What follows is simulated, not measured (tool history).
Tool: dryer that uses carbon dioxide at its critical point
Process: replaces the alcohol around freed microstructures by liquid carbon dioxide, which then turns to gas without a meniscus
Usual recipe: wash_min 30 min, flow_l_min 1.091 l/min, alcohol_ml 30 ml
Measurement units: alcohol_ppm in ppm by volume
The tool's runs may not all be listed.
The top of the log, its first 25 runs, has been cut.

run 26 day=11.471 | wash_min=19 flow_l_min=0.670 alcohol_ml=24 | alcohol_ppm=723
run 27 day=11.788 | wash_min=26 flow_l_min=0.700 alcohol_ml=24 | alcohol_ppm=308
run 28 day=12.067 | wash_min=22 flow_l_min=1.530 alcohol_ml=30 | alcohol_ppm=74
run 29 day=12.533 | wash_min=22 flow_l_min=1.530 alcohol_ml=30 | alcohol_ppm=68
run 30 day=12.862 | wash_min=19 flow_l_min=1.530 alcohol_ml=30 | alcohol_ppm=96
run 31 day=13.233 | wash_min=29 flow_l_min=1.410 alcohol_ml=30 | alcohol_ppm=57
run 32 day=13.800 | wash_min=30 flow_l_min=1.100 alcohol_ml=30 | alcohol_ppm=84
run 33 day=14.154 | wash_min=34 flow_l_min=0.740 alcohol_ml=30 | alcohol_ppm=171
run 34 day=14.638 | wash_min=21 flow_l_min=1.091 alcohol_ml=56 | alcohol_ppm=334
run 35 day=15.100 | wash_min=30 flow_l_min=0.790 alcohol_ml=91 | alcohol_ppm=480

Here are 4 independent what-if runs from the current tool condition. What would each one return?
run A day=15.717 | wash_min=30 flow_l_min=1.480 alcohol_ml=30 | alcohol_ppm=?
run B day=15.717 | wash_min=30 flow_l_min=1.720 alcohol_ml=36 | alcohol_ppm=?
run C day=15.717 | wash_min=20 flow_l_min=0.790 alcohol_ml=91 | alcohol_ppm=?
run D day=15.717 | wash_min=18 flow_l_min=0.960 alcohol_ml=91 | alcohol_ppm=?

run=A alcohol_ppm=55
run=B alcohol_ppm=73
run=C alcohol_ppm=1650
run=D alcohol_ppm=1278
Had the tool no hidden state, the same runs would have come out as:
run=A alcohol_ppm=0
run=B alcohol_ppm=12
run=C alcohol_ppm=1465
run=D alcohol_ppm=1114
